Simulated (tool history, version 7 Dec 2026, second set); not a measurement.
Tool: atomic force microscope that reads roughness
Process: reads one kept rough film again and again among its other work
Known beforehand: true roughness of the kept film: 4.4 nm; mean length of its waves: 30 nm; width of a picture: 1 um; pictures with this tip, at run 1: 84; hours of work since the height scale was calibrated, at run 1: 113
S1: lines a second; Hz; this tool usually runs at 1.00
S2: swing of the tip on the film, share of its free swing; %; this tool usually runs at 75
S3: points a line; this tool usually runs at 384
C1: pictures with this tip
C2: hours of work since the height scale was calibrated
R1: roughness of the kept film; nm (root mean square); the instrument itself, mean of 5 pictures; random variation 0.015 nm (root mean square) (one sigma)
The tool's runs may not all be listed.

{"run": 1, "hour": 0.0, "S1": 1.0, "S2": 75, "S3": 384, "C1": 84, "C2": 113, "R1": 3.355}
{"run": 2, "hour": 38.3, "S1": 1.0, "S2": 73, "S3": 384, "C1": 167, "C2": 143, "R1": 3.132}
{"hour": 55.2, "done": "new tip fitted"}
{"run": 3, "hour": 67.9, "S1": 1.0, "S2": 75, "S3": 384, "C1": 27, "C2": 166, "R1": 3.447}
{"run": 4, "hour": 105.5, "S1": 1.0, "S2": 75, "S3": 384, "C1": 109, "C2": 195, "R1": 3.233}
{"run": 5, "hour": 130.5, "S1": 1.0, "S2": 75, "S3": 384, "C1": 163, "C2": 214, "R1": 3.096}
{"hour": 147.4, "done": "new tip fitted"}
{"run": 6, "hour": 170.4, "S1": 1.0, "S2": 75, "S3": 384, "C1": 50, "C2": 245, "R1": 3.415}
{"run": 7, "hour": 209.0, "S1": 1.0, "S2": 75, "S3": 384, "C1": 133, "C2": 275, "R1": 3.181}
{"run": 8, "hour": 230.3, "S1": 1.0, "S2": 75, "S3": 384, "C1": 179, "C2": 292, "R1": 3.074}
{"hour": 241.3, "done": "new tip fitted"}
{"run": 9, "hour": 275.7, "S1": 1.0, "S2": 77, "S3": 384, "C1": 74, "C2": 327, "R1": 3.261}
{"run": 10, "hour": 310.8, "S1": 1.0, "S2": 75, "S3": 384, "C1": 150, "C2": 354, "R1": 3.135}
{"hour": 334.2, "done": "new tip fitted"}
{"run": 11, "hour": 352.8, "S1": 1.0, "S2": 75, "S3": 384, "C1": 40, "C2": 387, "R1": 3.361}
{"run": 12, "hour": 389.3, "S1": 1.0, "S2": 75, "S3": 384, "C1": 119, "C2": 415, "R1": 3.165}
{"run": 13, "hour": 411.4, "S1": 1.0, "S2": 75, "S3": 384, "C1": 167, "C2": 432, "R1": 3.037}
{"hour": 427.0, "done": "new tip fitted"}
{"run": 14, "hour": 440.4, "S1": 1.0, "S2": 82, "S3": 384, "C1": 30, "C2": 455, "R1": 3.309}
{"run": 15, "hour": 479.5, "S1": 1.0, "S2": 82, "S3": 384, "C1": 114, "C2": 485, "R1": 3.074}
{"run": 16, "hour": 505.4, "S1": 1.0, "S2": 82, "S3": 384, "C1": 170, "C2": 505, "R1": 2.94}
{"hour": 520.2, "done": "new tip fitted"}
{"run": 17, "hour": 543.8, "S1": 1.0, "S2": 56, "S3": 384, "C1": 51, "C2": 535, "R1": 3.553}
{"run": 18, "hour": 587.0, "S1": 1.0, "S2": 56, "S3": 384, "C1": 144, "C2": 569, "R1": 3.34}
{"hour": 614.7, "done": "new tip fitted"}
{"run": 19, "hour": 631.2, "S1": 1.0, "S2": 56, "S3": 384, "C1": 36, "C2": 603, "R1": 3.604}
{"run": 20, "hour": 652.3, "S1": 1.0, "S2": 75, "S3": 764, "C1": 82, "C2": 619, "R1": 3.317}
{"run": 21, "hour": 691.8, "S1": 1.0, "S2": 75, "S3": 764, "C1": 167, "C2": 650, "R1": 3.106}
{"hour": 708.0, "done": "new tip fitted"}
{"run": 22, "hour": 711.9, "S1": 0.68, "S2": 75, "S3": 764, "C1": 8, "C2": 665, "R1": 3.664}
{"hour": 717.0, "done": "height scale calibrated on a step standard"}
{"run": 23, "hour": 735.8, "S1": 0.68, "S2": 75, "S3": 393, "C1": 58, "C2": 15, "R1": 3.467}
{"run": 24, "hour": 762.3, "S1": 0.68, "S2": 75, "S3": 393, "C1": 115, "C2": 35, "R1": 3.321}
{"hour": 801.0, "done": "new tip fitted"}
{"run": 25, "hour": 807.0, "S1": 0.68, "S2": 75, "S3": 393, "C1": 13, "C2": 70, "R1": 3.62}
{"run": 26, "hour": 837.1, "S1": 0.68, "S2": 75, "S3": 393, "C1": 78, "C2": 93, "R1": 3.432}
{"run": 27, "hour": 876.8, "S1": 1.58, "S2": 83, "S3": 545, "C1": 164, "C2": 124, "R1": 2.86}
{"hour": 893.2, "done": "new tip fitted"}
{"run": 28, "hour": 921.4, "S1": 1.58, "S2": 83, "S3": 545, "C1": 61, "C2": 159, "R1": 3.054}
{"hour": 924.8, "done": "height scale calibrated on a step standard, once more"}
{"run": 29, "hour": 953.9, "S1": 2.08, "S2": 72, "S3": 605, "C1": 129, "C2": 23, "R1": 3.002}
{"hour": 987.0, "done": "new tip fitted"}
{"run": 30, "hour": 995.3, "S1": 2.08, "S2": 72, "S3": 605, "C1": 18, "C2": 55, "R1": 3.271}
{"run": 31, "hour": 1039.7, "S1": 2.08, "S2": 72, "S3": 605, "C1": 114, "C2": 89, "R1": 3.038}
{"hour": 1079.8, "done": "new tip fitted"}
{"run": 32, "hour": 1081.3, "S1": 2.44, "S2": 75, "S3": 767, "C1": 4, "C2": 121, "R1": 3.169}
{"run": 33, "hour": 1126.3, "S1": 2.13, "S2": 63, "S3": 590, "C1": 101, "C2": 157, "R1": 3.211}
{"run": 34, "hour": 1144.5, "S1": 1.35, "S2": 70, "S3": 922, "C1": 140, "C2": 171, "R1": 3.156}
{"hour": 1172.6, "done": "new tip fitted"}
{"run": 35, "hour": 1186.1, "S1": 0.78, "S2": 65, "S3": 728, "C1": 29, "C2": 203, "R1": 3.592}
{"run": 36, "hour": 1212.4, "S1": 0.78, "S2": 65, "S3": 728, "C1": 86, "C2": 223, "R1": 3.399}
{"run": 37, "hour": 1246.7, "S1": 0.78, "S2": 65, "S3": 728, "C1": 160, "C2": 250, "R1": 3.261}
{"hour": 1267.2, "done": "new tip fitted"}
{"run": 38, "hour": 1286.4, "S1": 0.51, "S2": 65, "S3": 415, "C1": 42, "C2": 281, "R1": 3.601}
{"run": 39, "hour": 1310.8, "S1": 0.51, "S2": 65, "S3": 415, "C1": 95, "C2": 300, "R1": 3.447}
{"run": 40, "hour": 1329.3, "S1": 2.57, "S2": 75, "S3": 266, "C1": 135, "C2": 314, "R1": 2.785}
{"run": 41, "hour": 1351.9, "S1": 3.14, "S2": 75, "S3": 384, "C1": 184, "C2": 332, "R1": 2.611}
{"hour": 1359.7, "done": "new tip fitted"}
{"run": 42, "hour": 1395.0, "S1": 0.58, "S2": 63, "S3": 408, "C1": 77, "C2": 365, "R1": 3.52}
{"run": 43, "hour": 1422.3, "S1": 1.62, "S2": 58, "S3": 307, "C1": 136, "C2": 386, "R1": 3.256}
{"hour": 1454.0, "done": "new tip fitted"}
{"run": 44, "hour": 1459.9, "S1": 0.95, "S2": 75, "S3": 662, "C1": 13, "C2": 415, "R1": 3.539}
{"run": 45, "hour": 1481.9, "S1": 2.05, "S2": 90, "S3": 279, "C1": 61, "C2": 432, "R1": 2.654}
{"run": 46, "hour": 1505.2, "S1": 3.67, "S2": 82, "S3": 833, "C1": 111, "C2": 451, "R1": 2.425}
{"run": 47, "hour": 1527.6, "S1": 0.65, "S2": 84, "S3": 382, "C1": 160, "C2": 468, "R1": 3.09}
{"hour": 1546.7, "done": "new tip fitted"}
{"run": 48, "hour": 1555.7, "S1": 2.96, "S2": 61, "S3": 384, "C1": 19, "C2": 490, "R1": 3.387}
{"run": 49, "hour": 1590.0, "S1": 2.96, "S2": 61, "S3": 384, "C1": 93, "C2": 516, "R1": 3.197}
{"run": 50, "hour": 1616.2, "S1": 2.96, "S2": 61, "S3": 384, "C1": 150, "C2": 537, "R1": 3.076}
{"hour": 1638.7, "done": "new tip fitted"}
{"run": 51, "hour": 1638.7, "S1": 1.0, "S2": 75, "S3": 417, "C1": 0, "C2": 554, "R1": 3.536}
{"run": 52, "hour": 1670.3, "S1": 2.76, "S2": 75, "S3": 723, "C1": 68, "C2": 579, "R1": 2.935}

Take each entry between the runs: how does the hidden state at the last listed run before it differ from the hidden state at the first listed run after it?
Run 2 -> run 3: new tip fitted (hour 55.2)
  radius of the tip, nm: 14.4 -> 8.6; height scale over the true one, %: 0.08 -> 0.09
  measured minus no-state result, R1: -0.393 -> -0.092 nm (root mean square)
Run 5 -> run 6: new tip fitted (hour 147.4)
  radius of the tip, nm: 15.5 -> 9.7; height scale over the true one, %: 0.13 -> 0.15
  measured minus no-state result, R1: -0.444 -> -0.149 nm (root mean square)
Run 8 -> run 9: new tip fitted (hour 241.3)
  radius of the tip, nm: 16.1 -> 11.2; height scale over the true one, %: 0.19 -> 0.21
  measured minus no-state result, R1: -0.470 -> -0.224 nm (root mean square)
Run 10 -> run 11: new tip fitted (hour 334.2)
  radius of the tip, nm: 14.9 -> 10; height scale over the true one, %: 0.23 -> 0.26
  measured minus no-state result, R1: -0.414 -> -0.165 nm (root mean square)
Run 13 -> run 14: new tip fitted (hour 427.0)
  radius of the tip, nm: 16.4 -> 9; height scale over the true one, %: 0.29 -> 0.31
  measured minus no-state result, R1: -0.477 -> -0.102 nm (root mean square)
Run 16 -> run 17: new tip fitted (hour 520.2)
  radius of the tip, nm: 16.8 -> 10.4; height scale over the true one, %: 0.34 -> 0.36
  measured minus no-state result, R1: -0.476 -> -0.189 nm (root mean square)
Run 18 -> run 19: new tip fitted (hour 614.7)
  radius of the tip, nm: 14.5 -> 9.3; height scale over the true one, %: 0.39 -> 0.41
  measured minus no-state result, R1: -0.412 -> -0.124 nm (root mean square)
Run 21 -> run 22: new tip fitted (hour 708.0)
  radius of the tip, nm: 16 -> 7.5; height scale over the true one, %: 0.45 -> 0.46
  measured minus no-state result, R1: -0.461 -> -0.017 nm (root mean square)
Run 22 -> run 23: height scale calibrated on a step standard (hour 717.0)
  radius of the tip, nm: 7.5 -> 10; height scale over the true one, %: 0.46 -> 0.63
  measured minus no-state result, R1: -0.017 -> -0.155 nm (root mean square)
Run 24 -> run 25: new tip fitted (hour 801.0)
  radius of the tip, nm: 12.8 -> 7.7; height scale over the true one, %: 0.65 -> 0.67
  measured minus no-state result, R1: -0.304 -> -0.020 nm (root mean square)
Run 27 -> run 28: new tip fitted (hour 893.2)
  radius of the tip, nm: 15.1 -> 10.5; height scale over the true one, %: 0.71 -> 0.74
  measured minus no-state result, R1: -0.371 -> -0.158 nm (root mean square)
Run 28 -> run 29: height scale calibrated on a step standard, once more (hour 924.8)
  radius of the tip, nm: 10.5 -> 14.1; height scale over the true one, %: 0.74 -> -0.02
  measured minus no-state result, R1: -0.158 -> -0.362 nm (root mean square)
Run 29 -> run 30: new tip fitted (hour 987.0)
  radius of the tip, nm: 14.1 -> 8.5; height scale over the true one, %: -0.02 -> 0
  measured minus no-state result, R1: -0.362 -> -0.082 nm (root mean square)
Run 31 -> run 32: new tip fitted (hour 1079.8)
  radius of the tip, nm: 13.1 -> 7.6; height scale over the true one, %: 0.02 -> 0.04
  measured minus no-state result, R1: -0.316 -> -0.031 nm (root mean square)
Run 34 -> run 35: new tip fitted (hour 1172.6)
  radius of the tip, nm: 14.4 -> 9.5; height scale over the true one, %: 0.08 -> 0.1
  measured minus no-state result, R1: -0.397 -> -0.149 nm (root mean square)
Run 37 -> run 38: new tip fitted (hour 1267.2)
  radius of the tip, nm: 15.9 -> 9.4; height scale over the true one, %: 0.14 -> 0.16
  measured minus no-state result, R1: -0.490 -> -0.140 nm (root mean square)
Run 41 -> run 42: new tip fitted (hour 1359.7)
  radius of the tip, nm: 16.5 -> 10.9; height scale over the true one, %: 0.2 -> 0.22
  measured minus no-state result, R1: -0.418 -> -0.226 nm (root mean square)
Run 43 -> run 44: new tip fitted (hour 1454.0)
  radius of the tip, nm: 14 -> 7.6; height scale over the true one, %: 0.24 -> 0.26
  measured minus no-state result, R1: -0.377 -> -0.028 nm (root mean square)
Run 47 -> run 48: new tip fitted (hour 1546.7)
  radius of the tip, nm: 15.2 -> 8.3; height scale over the true one, %: 0.3 -> 0.31
  measured minus no-state result, R1: -0.423 -> -0.062 nm (root mean square)
Run 50 -> run 51: new tip fitted (hour 1638.7)
  radius of the tip, nm: 14.5 -> 7.1; height scale over the true one, %: 0.35 -> 0.36
  measured minus no-state result, R1: -0.380 -> +0.005 nm (root mean square)
